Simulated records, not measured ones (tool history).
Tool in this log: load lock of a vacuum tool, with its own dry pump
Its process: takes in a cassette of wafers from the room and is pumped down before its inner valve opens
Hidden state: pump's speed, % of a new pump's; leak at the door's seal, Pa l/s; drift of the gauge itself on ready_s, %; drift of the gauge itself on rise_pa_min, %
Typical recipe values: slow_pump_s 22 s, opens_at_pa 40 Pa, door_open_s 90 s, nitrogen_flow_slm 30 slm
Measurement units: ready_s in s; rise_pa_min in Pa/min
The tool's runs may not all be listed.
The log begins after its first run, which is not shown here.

run    hour  slow_pump_s  opens_at_pa  door_open_s  nitrogen_flow_slm  hours that the pump has run since its overhaul  times that the door has closed on its seal  incoming humidity of the room's air, %  ready_s  rise_pa_min
  2   194.9           22           40           90                 30                                           10314                                       10534                                    43.6     36.8        0.179
  3   384.6           22           40          108                 30                                           10504                                       10805                                    44.7     36.5        0.188
  4   491.6           22           40          108                 30                                           10611                                       10958                                    44.7     36.5        0.193
  5   689.5           22           40          108                 30                                           10808                                       11241                                    44.7     36.6        0.195
  6   792.2           22           40          108                 30                                           10911                                       11388                                    44.0     36.3        0.203
  7   993.2           22           40          108                 30                                           11112                                       11675                                    44.0     37.0        0.199
  8  1128.0           22           40          108                 30                                           11247                                       11868                                    44.5     36.5        0.218
  9  1226.4           22           40          108                 30                                           11345                                       12008                                    45.0     36.7        0.214
 10  1414.5           22           32          108                 30                                           11533                                       12277                                    43.8     37.3        0.223
 11  1544.4           26           40           90                 30                                           11663                                       12463                                    45.5     39.5        0.217
 12  1651.2           22           40           77                 30                                           11770                                       12615                                    45.3     36.5        0.225
 13  1830.5           22           40           77                 30                                           11949                                       12872                                    43.8     36.8        0.226
 14  1916.0           12           40           90                 30                                           12035                                       12994                                    48.4     29.0        0.236
 15  2000.4           12           40           90                 30                                           12119                                       13114                                    43.3     29.1        0.241
 16  2104.9           12           40           90                 30                                           12224                                       13264                                    41.3     28.6        0.238
 17  2191.0           12           40           90                 30                                           12310                                       13387                                    47.3     28.9        0.246
 18  2350.0           12           40           81                 12                                           12469                                       13614                                    42.7     28.9        0.262

The next listed run, before its measurement:
 19  2494.0           12           40           81                 12                                           12613                                       13820                                    42.0        ?            ?

{"run 19": {"ready_s": 28.7, "rise_pa_min": 0.26}}
Had the tool carried no hidden state, the very same run would have given ready_s 25.7 s, rise_pa_min 0.039 Pa/min.

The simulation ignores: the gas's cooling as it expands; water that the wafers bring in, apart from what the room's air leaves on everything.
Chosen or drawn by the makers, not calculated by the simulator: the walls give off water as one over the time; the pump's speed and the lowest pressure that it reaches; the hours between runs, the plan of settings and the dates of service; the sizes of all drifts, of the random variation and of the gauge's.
